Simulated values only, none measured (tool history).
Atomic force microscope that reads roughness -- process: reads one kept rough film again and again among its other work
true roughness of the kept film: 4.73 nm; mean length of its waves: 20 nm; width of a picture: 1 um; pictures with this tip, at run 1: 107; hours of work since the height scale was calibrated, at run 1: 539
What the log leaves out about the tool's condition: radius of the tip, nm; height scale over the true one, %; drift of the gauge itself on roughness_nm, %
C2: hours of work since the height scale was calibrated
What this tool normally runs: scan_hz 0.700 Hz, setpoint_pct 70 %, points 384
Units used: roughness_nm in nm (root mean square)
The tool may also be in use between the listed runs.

run 1 hour=0.0 | scan_hz=0.700 setpoint_pct=70 points=384 | pictures_with_this_tip=107 C2=539 | roughness_nm=2.796
run 2 hour=15.4 | scan_hz=0.700 setpoint_pct=70 points=384 | pictures_with_this_tip=124 C2=550 | roughness_nm=2.719
run 3 hour=27.9 | scan_hz=3.715 setpoint_pct=70 points=384 | pictures_with_this_tip=138 C2=559 | roughness_nm=2.375
run 4 hour=46.3 | scan_hz=3.715 setpoint_pct=70 points=384 | pictures_with_this_tip=159 C2=571 | roughness_nm=2.309
run 5 hour=57.0 | scan_hz=3.715 setpoint_pct=70 points=384 | pictures_with_this_tip=172 C2=579 | roughness_nm=2.267
run 6 hour=71.6 | scan_hz=3.715 setpoint_pct=70 points=384 | pictures_with_this_tip=188 C2=589 | roughness_nm=2.220
run 7 hour=93.2 | scan_hz=0.700 setpoint_pct=58 points=384 | pictures_with_this_tip=213 C2=604 | roughness_nm=2.477
run 8 hour=102.7 | scan_hz=0.700 setpoint_pct=58 points=384 | pictures_with_this_tip=224 C2=611 | roughness_nm=2.424
run 9 hour=124.4 | scan_hz=0.700 setpoint_pct=70 points=555 | pictures_with_this_tip=248 C2=626 | roughness_nm=2.347
run 10 hour=138.6 | scan_hz=0.700 setpoint_pct=70 points=555 | pictures_with_this_tip=264 C2=636 | roughness_nm=2.289
run 11 hour=150.7 | scan_hz=0.700 setpoint_pct=70 points=297 | pictures_with_this_tip=278 C2=644 | roughness_nm=2.204
run 12 hour=165.9 | scan_hz=0.603 setpoint_pct=70 points=297 | pictures_with_this_tip=296 C2=655 | roughness_nm=2.168
run 13 hour=180.7 | scan_hz=0.603 setpoint_pct=70 points=297 | pictures_with_this_tip=312 C2=665 | roughness_nm=2.114
run 14 hour=201.4 | scan_hz=0.700 setpoint_pct=70 points=384 | pictures_with_this_tip=336 C2=680 | roughness_nm=2.087
run 15 hour=212.4 | scan_hz=0.700 setpoint_pct=76 points=384 | pictures_with_this_tip=348 C2=687 | roughness_nm=2.052
run 16 hour=229.3 | scan_hz=0.700 setpoint_pct=70 points=366 | pictures_with_this_tip=368 C2=699 | roughness_nm=2.026
-- hour=250.4 new tip fitted
run 17 hour=252.1 | scan_hz=0.700 setpoint_pct=56 points=384 | pictures_with_this_tip=2 C2=715 | roughness_nm=3.434
run 18 hour=274.7 | scan_hz=0.700 setpoint_pct=70 points=384 | pictures_with_this_tip=28 C2=730 | roughness_nm=3.238
run 19 hour=287.3 | scan_hz=0.700 setpoint_pct=70 points=384 | pictures_with_this_tip=42 C2=739 | roughness_nm=3.163
run 20 hour=306.0 | scan_hz=0.700 setpoint_pct=81 points=518 | pictures_with_this_tip=63 C2=752 | roughness_nm=2.976
run 21 hour=316.9 | scan_hz=2.777 setpoint_pct=70 points=277 | pictures_with_this_tip=76 C2=760 | roughness_nm=2.686
run 22 hour=336.6 | scan_hz=2.777 setpoint_pct=70 points=277 | pictures_with_this_tip=98 C2=774 | roughness_nm=2.613
run 23 hour=354.3 | scan_hz=1.837 setpoint_pct=70 points=680 | pictures_with_this_tip=118 C2=786 | roughness_nm=2.716
run 24 hour=368.7 | scan_hz=0.544 setpoint_pct=61 points=396 | pictures_with_this_tip=135 C2=796 | roughness_nm=2.781
run 25 hour=383.4 | scan_hz=1.116 setpoint_pct=86 points=384 | pictures_with_this_tip=151 C2=806 | roughness_nm=2.485
run 26 hour=394.6 | scan_hz=1.523 setpoint_pct=61 points=598 | pictures_with_this_tip=164 C2=814 | roughness_nm=2.638
run 27 hour=409.4 | scan_hz=1.272 setpoint_pct=61 points=599 | pictures_with_this_tip=181 C2=824 | roughness_nm=2.591
run 28 hour=427.3 | scan_hz=2.988 setpoint_pct=73 points=382 | pictures_with_this_tip=201 C2=837 | roughness_nm=2.232
run 29 hour=441.9 | scan_hz=2.988 setpoint_pct=66 points=382 | pictures_with_this_tip=218 C2=847 | roughness_nm=2.300
run 30 hour=459.6 | scan_hz=0.560 setpoint_pct=73 points=775 | pictures_with_this_tip=238 C2=859 | roughness_nm=2.427
run 31 hour=468.7 | scan_hz=0.555 setpoint_pct=73 points=510 | pictures_with_this_tip=248 C2=866 | roughness_nm=2.373
run 32 hour=482.5 | scan_hz=0.555 setpoint_pct=73 points=510 | pictures_with_this_tip=264 C2=875 | roughness_nm=2.311
run 33 hour=501.8 | scan_hz=0.555 setpoint_pct=57 points=510 | pictures_with_this_tip=286 C2=889 | roughness_nm=2.297
run 34 hour=516.4 | scan_hz=0.555 setpoint_pct=57 points=510 | pictures_with_this_tip=303 C2=899 | roughness_nm=2.286
run 35 hour=532.4 | scan_hz=1.195 setpoint_pct=72 points=510 | pictures_with_this_tip=321 C2=910 | roughness_nm=2.126
run 36 hour=546.1 | scan_hz=2.025 setpoint_pct=58 points=432 | pictures_with_this_tip=336 C2=920 | roughness_nm=2.095
run 37 hour=562.7 | scan_hz=2.854 setpoint_pct=69 points=384 | pictures_with_this_tip=355 C2=931 | roughness_nm=1.905
run 38 hour=578.7 | scan_hz=2.842 setpoint_pct=66 points=337 | pictures_with_this_tip=373 C2=942 | roughness_nm=1.895

What if the next run were any one of these 3? Each begins from the tool's condition after run 38:
run A hour=589.2 | scan_hz=2.842 setpoint_pct=67 points=337 | pictures_with_this_tip=386 C2=950 | roughness_nm=?
run B hour=589.2 | scan_hz=2.842 setpoint_pct=60 points=337 | pictures_with_this_tip=386 C2=950 | roughness_nm=?
run C hour=589.2 | scan_hz=2.842 setpoint_pct=66 points=976 | pictures_with_this_tip=386 C2=950 | roughness_nm=?

run=A roughness_nm=1.878
run=B roughness_nm=1.935
run=C roughness_nm=1.908
Without the tool's hidden state the same runs would have given:
run=A roughness_nm=3.169
run=B roughness_nm=3.272
run=C roughness_nm=3.223
